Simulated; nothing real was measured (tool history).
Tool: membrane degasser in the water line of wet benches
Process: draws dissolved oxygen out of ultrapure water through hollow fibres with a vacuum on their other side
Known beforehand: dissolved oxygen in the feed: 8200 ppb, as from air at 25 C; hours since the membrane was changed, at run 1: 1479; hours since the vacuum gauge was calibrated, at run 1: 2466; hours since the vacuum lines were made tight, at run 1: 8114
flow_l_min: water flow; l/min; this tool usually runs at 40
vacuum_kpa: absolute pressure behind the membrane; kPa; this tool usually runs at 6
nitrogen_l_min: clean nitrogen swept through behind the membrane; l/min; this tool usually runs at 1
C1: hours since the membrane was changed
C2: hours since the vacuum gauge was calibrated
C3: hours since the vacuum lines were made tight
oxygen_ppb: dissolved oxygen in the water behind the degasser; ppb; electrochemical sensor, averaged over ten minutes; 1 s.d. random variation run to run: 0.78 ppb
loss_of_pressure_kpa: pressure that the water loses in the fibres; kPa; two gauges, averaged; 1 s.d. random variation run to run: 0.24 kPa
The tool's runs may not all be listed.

run 1 hour=0 | flow_l_min=40 vacuum_kpa=6 nitrogen_l_min=1 | C1=1479 C2=2466 C3=8114 | oxygen_ppb=229.8 loss_of_pressure_kpa=63.43
run 2 hour=52.1 | flow_l_min=40 vacuum_kpa=6 nitrogen_l_min=1 | C1=1531 C2=2518 C3=8166 | oxygen_ppb=228.9 loss_of_pressure_kpa=62.98
run 3 hour=101.9 | flow_l_min=40 vacuum_kpa=6 nitrogen_l_min=1 | C1=1581 C2=2568 C3=8216 | oxygen_ppb=228.9 loss_of_pressure_kpa=62.88
run 4 hour=148.1 | flow_l_min=40 vacuum_kpa=6 nitrogen_l_min=1 | C1=1627 C2=2614 C3=8262 | oxygen_ppb=229.7 loss_of_pressure_kpa=63.07
run 5 hour=180.7 | flow_l_min=40 vacuum_kpa=6 nitrogen_l_min=1 | C1=1660 C2=2647 C3=8295 | oxygen_ppb=229.9 loss_of_pressure_kpa=63.26
run 6 hour=230.4 | flow_l_min=39 vacuum_kpa=6 nitrogen_l_min=1 | C1=1709 C2=2696 C3=8345 | oxygen_ppb=225.3 loss_of_pressure_kpa=61.12
run 7 hour=269.8 | flow_l_min=40 vacuum_kpa=6 nitrogen_l_min=1 | C1=1749 C2=2736 C3=8384 | oxygen_ppb=228.9 loss_of_pressure_kpa=63.21
run 8 hour=322.5 | flow_l_min=40 vacuum_kpa=6 nitrogen_l_min=1 | C1=1801 C2=2789 C3=8437 | oxygen_ppb=230.2 loss_of_pressure_kpa=63.39
run 9 hour=356.9 | flow_l_min=40 vacuum_kpa=6 nitrogen_l_min=1 | C1=1836 C2=2823 C3=8471 | oxygen_ppb=231 loss_of_pressure_kpa=63.64
run 10 hour=404.2 | flow_l_min=40 vacuum_kpa=3.92 nitrogen_l_min=1 | C1=1883 C2=2870 C3=8518 | oxygen_ppb=68.3 loss_of_pressure_kpa=62.91
run 11 hour=446.8 | flow_l_min=40 vacuum_kpa=6 nitrogen_l_min=0.63 | C1=1926 C2=2913 C3=8561 | oxygen_ppb=317.8 loss_of_pressure_kpa=63
run 12 hour=483.3 | flow_l_min=40 vacuum_kpa=6 nitrogen_l_min=0.63 | C1=1962 C2=2949 C3=8597 | oxygen_ppb=322.5 loss_of_pressure_kpa=63.19
run 13 hour=521 | flow_l_min=40 vacuum_kpa=6 nitrogen_l_min=0.63 | C1=2000 C2=2987 C3=8635 | oxygen_ppb=318.8 loss_of_pressure_kpa=63.19
run 14 hour=553.1 | flow_l_min=40 vacuum_kpa=6 nitrogen_l_min=0.63 | C1=2032 C2=3019 C3=8667 | oxygen_ppb=318.8 loss_of_pressure_kpa=63.38
run 15 hour=581.4 | flow_l_min=40 vacuum_kpa=9.36 nitrogen_l_min=1 | C1=2060 C2=3047 C3=8695 | oxygen_ppb=480.7 loss_of_pressure_kpa=63.21
run 16 hour=625.1 | flow_l_min=61 vacuum_kpa=9.36 nitrogen_l_min=1.83 | C1=2104 C2=3091 C3=8739 | oxygen_ppb=457.8 loss_of_pressure_kpa=96.44
run 17 hour=667.9 | flow_l_min=61 vacuum_kpa=9.69 nitrogen_l_min=1.83 | C1=2147 C2=3134 C3=8782 | oxygen_ppb=479 loss_of_pressure_kpa=96.25
run 18 hour=711.6 | flow_l_min=61 vacuum_kpa=9.69 nitrogen_l_min=1.83 | C1=2190 C2=3178 C3=8826 | oxygen_ppb=480.2 loss_of_pressure_kpa=96.17
run 19 hour=748.3 | flow_l_min=61 vacuum_kpa=9.69 nitrogen_l_min=1.83 | C1=2227 C2=3214 C3=8862 | oxygen_ppb=481.7 loss_of_pressure_kpa=95.66
run 20 hour=787.9 | flow_l_min=61 vacuum_kpa=9.69 nitrogen_l_min=1.83 | C1=2267 C2=3254 C3=8902 | oxygen_ppb=477.3 loss_of_pressure_kpa=95.84
run 21 hour=817.2 | flow_l_min=36 vacuum_kpa=14.91 nitrogen_l_min=1.07 | C1=2296 C2=3283 C3=8931 | oxygen_ppb=762.7 loss_of_pressure_kpa=56.57
run 22 hour=844.2 | flow_l_min=56 vacuum_kpa=14.91 nitrogen_l_min=0.87 | C1=2323 C2=3310 C3=8958 | oxygen_ppb=1223.6 loss_of_pressure_kpa=88.89
-- hour=862.2 seals of the vacuum lines changed
run 23 hour=872.6 | flow_l_min=56 vacuum_kpa=14.91 nitrogen_l_min=0.87 | C1=2349 C2=3337 C3=10 | oxygen_ppb=1230.1 loss_of_pressure_kpa=88.24
run 24 hour=916.9 | flow_l_min=56 vacuum_kpa=14.91 nitrogen_l_min=0.87 | C1=2394 C2=3381 C3=55 | oxygen_ppb=1232.5 loss_of_pressure_kpa=88.48
run 25 hour=962.1 | flow_l_min=33 vacuum_kpa=6 nitrogen_l_min=2.24 | C1=2439 C2=3426 C3=100 | oxygen_ppb=97.4 loss_of_pressure_kpa=52.01
run 26 hour=1000 | flow_l_min=33 vacuum_kpa=6 nitrogen_l_min=2.24 | C1=2477 C2=3464 C3=138 | oxygen_ppb=98 loss_of_pressure_kpa=52.02
run 27 hour=1022.4 | flow_l_min=33 vacuum_kpa=6 nitrogen_l_min=2.24 | C1=2499 C2=3486 C3=160 | oxygen_ppb=98.2 loss_of_pressure_kpa=52.17
run 28 hour=1052.4 | flow_l_min=64 vacuum_kpa=5.19 nitrogen_l_min=0.68 | C1=2529 C2=3516 C3=190 | oxygen_ppb=349.6 loss_of_pressure_kpa=101.29
run 29 hour=1083.4 | flow_l_min=40 vacuum_kpa=5.81 nitrogen_l_min=1 | C1=2560 C2=3547 C3=221 | oxygen_ppb=216.1 loss_of_pressure_kpa=62.78

What if the next run were any one of these 3? Each begins from the tool's condition after run 29:
run A hour=1105.3 | flow_l_min=40 vacuum_kpa=3.64 nitrogen_l_min=1 | C1=2582 C2=3569 C3=243 | oxygen_ppb=? loss_of_pressure_kpa=?
run B hour=1105.3 | flow_l_min=34 vacuum_kpa=11.22 nitrogen_l_min=1.77 | C1=2582 C2=3569 C3=243 | oxygen_ppb=? loss_of_pressure_kpa=?
run C hour=1105.3 | flow_l_min=28 vacuum_kpa=5.81 nitrogen_l_min=1 | C1=2582 C2=3569 C3=243 | oxygen_ppb=? loss_of_pressure_kpa=?

run=A oxygen_ppb=45.3 loss_of_pressure_kpa=62.66
run=B oxygen_ppb=337 loss_of_pressure_kpa=53.66
run=C oxygen_ppb=156.2 loss_of_pressure_kpa=44.27
Without the tool's hidden state the same runs would have given:
run=A oxygen_ppb=45.3 loss_of_pressure_kpa=62.66
run=B oxygen_ppb=337 loss_of_pressure_kpa=53.66
run=C oxygen_ppb=156.2 loss_of_pressure_kpa=44.27

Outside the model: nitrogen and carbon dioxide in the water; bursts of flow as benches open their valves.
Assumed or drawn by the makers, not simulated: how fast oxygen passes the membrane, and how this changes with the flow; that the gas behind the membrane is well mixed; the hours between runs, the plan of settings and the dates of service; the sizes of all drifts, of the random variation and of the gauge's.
